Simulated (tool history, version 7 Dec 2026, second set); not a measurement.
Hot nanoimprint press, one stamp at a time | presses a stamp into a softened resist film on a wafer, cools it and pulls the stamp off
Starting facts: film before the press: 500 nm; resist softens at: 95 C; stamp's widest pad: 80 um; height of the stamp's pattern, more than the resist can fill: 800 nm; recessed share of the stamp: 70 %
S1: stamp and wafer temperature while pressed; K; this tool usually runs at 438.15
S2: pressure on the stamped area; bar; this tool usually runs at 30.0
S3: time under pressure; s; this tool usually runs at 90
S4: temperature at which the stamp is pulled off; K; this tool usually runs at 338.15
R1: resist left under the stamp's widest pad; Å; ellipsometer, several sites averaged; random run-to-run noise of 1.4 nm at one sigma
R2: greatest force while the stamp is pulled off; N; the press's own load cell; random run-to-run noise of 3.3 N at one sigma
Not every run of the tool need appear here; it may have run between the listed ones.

Run 1, day 0.000: usual settings. Result: R1 1957 Å, R2 209 N.
Run 2, day 0.221: usual settings. Result: R1 1962 Å, R2 205 N.
Run 3, day 0.458: usual settings but S2 24.3 bar. Result: R1 2159 Å, R2 212 N.
Run 4, day 0.758: usual settings but S2 24.3 bar. Result: R1 2181 Å, R2 211 N.
Run 5, day 0.946: usual settings but S2 24.3 bar. Result: R1 2153 Å, R2 218 N.
Run 6, day 1.142: usual settings. Result: R1 1974 Å, R2 223 N.
Run 7, day 1.442: usual settings. Result: R1 1970 Å, R2 227 N.
Run 8, day 1.679: usual settings. Result: R1 1985 Å, R2 224 N.
Run 9, day 2.033: usual settings. Result: R1 1943 Å, R2 227 N.
Run 10, day 2.279: usual settings. Result: R1 1974 Å, R2 223 N.
Run 11, day 2.471: usual settings. Result: R1 1945 Å, R2 241 N.
Run 12, day 2.833: usual settings. Result: R1 1953 Å, R2 231 N.
Run 13, day 2.996: usual settings but S4 336.15 K. Result: R1 1985 Å, R2 240 N.
Run 14, day 3.321: usual settings but S4 336.15 K. Result: R1 1971 Å, R2 252 N.
Run 15, day 3.608: usual settings but S4 336.15 K. Result: R1 1964 Å, R2 260 N.
Run 16, day 3.850: usual settings but S4 330.15 K. Result: R1 1954 Å, R2 273 N.
Run 17, day 4.117: usual settings but S2 23.2 bar, S4 330.15 K. Result: R1 2174 Å, R2 273 N.
At day 4.421: plate thermocouple calibrated.
Run 18, day 4.558: usual settings but S2 23.2 bar, S4 330.15 K. Result: R1 2344 Å, R2 286 N.
Run 19, day 4.929: usual settings but S1 449.15 K, S2 24.8 bar, S3 95 s, S4 335.15 K. Result: R1 1537 Å, R2 281 N.
Run 20, day 5.238: usual settings but S1 434.15 K, S2 22.3 bar, S3 159 s, S4 344.15 K. Result: R1 2175 Å, R2 235 N.
Run 21, day 5.429: usual settings but S1 447.15 K, S2 45.3 bar, S3 157 s, S4 343.15 K. Result: R1 987 Å, R2 263 N.
Run 22, day 5.821: usual settings but S1 442.15 K, S2 34.0 bar, S3 157 s, S4 331.15 K. Result: R1 1350 Å, R2 291 N.
Run 23, day 6.204: usual settings but S1 442.15 K, S2 34.0 bar, S3 157 s, S4 331.15 K. Result: R1 1342 Å, R2 309 N.
Run 24, day 6.575: usual settings but S1 442.15 K, S2 34.0 bar, S3 136 s, S4 339.15 K. Result: R1 1460 Å, R2 269 N.
Run 25, day 6.917: usual settings but S1 442.15 K, S2 34.0 bar, S3 136 s, S4 339.15 K. Result: R1 1449 Å, R2 278 N.
Run 26, day 7.304: usual settings but S1 429.15 K, S2 34.0 bar, S3 136 s, S4 339.15 K. Result: R1 2312 Å, R2 281 N.
Run 27, day 7.604: usual settings but S1 430.15 K, S2 19.5 bar, S3 168 s, S4 339.15 K. Result: R1 2561 Å, R2 288 N.
Run 28, day 7.812: usual settings but S1 431.15 K, S4 339.15 K. Result: R1 2615 Å, R2 294 N.
Run 29, day 8.158: usual settings but S1 441.15 K, S2 29.5 bar, S3 80 s, S4 329.15 K. Result: R1 1985 Å, R2 326 N.

3 ways to go on from here, each from the tool as it stands after run 29. What would each give?
Run A, day 8.379: usual settings but S2 40.1 bar, S4 325.15 K. Result: R1 ?, R2 ?.
Run B, day 8.379: usual settings but S1 431.15 K, S3 113 s. Result: R1 ?, R2 ?.
Run C, day 8.379: usual settings but S1 431.15 K, S2 26.3 bar, S3 80 s, S4 330.15 K. Result: R1 ?, R2 ?.

run    R1   R2
  A  1815  354
  B  2424  302
  C  2927  330
Without the tool's hidden state the same runs would have given:
run    R1   R2
  A  1828  188
  B  2444  160
  C  2949  175

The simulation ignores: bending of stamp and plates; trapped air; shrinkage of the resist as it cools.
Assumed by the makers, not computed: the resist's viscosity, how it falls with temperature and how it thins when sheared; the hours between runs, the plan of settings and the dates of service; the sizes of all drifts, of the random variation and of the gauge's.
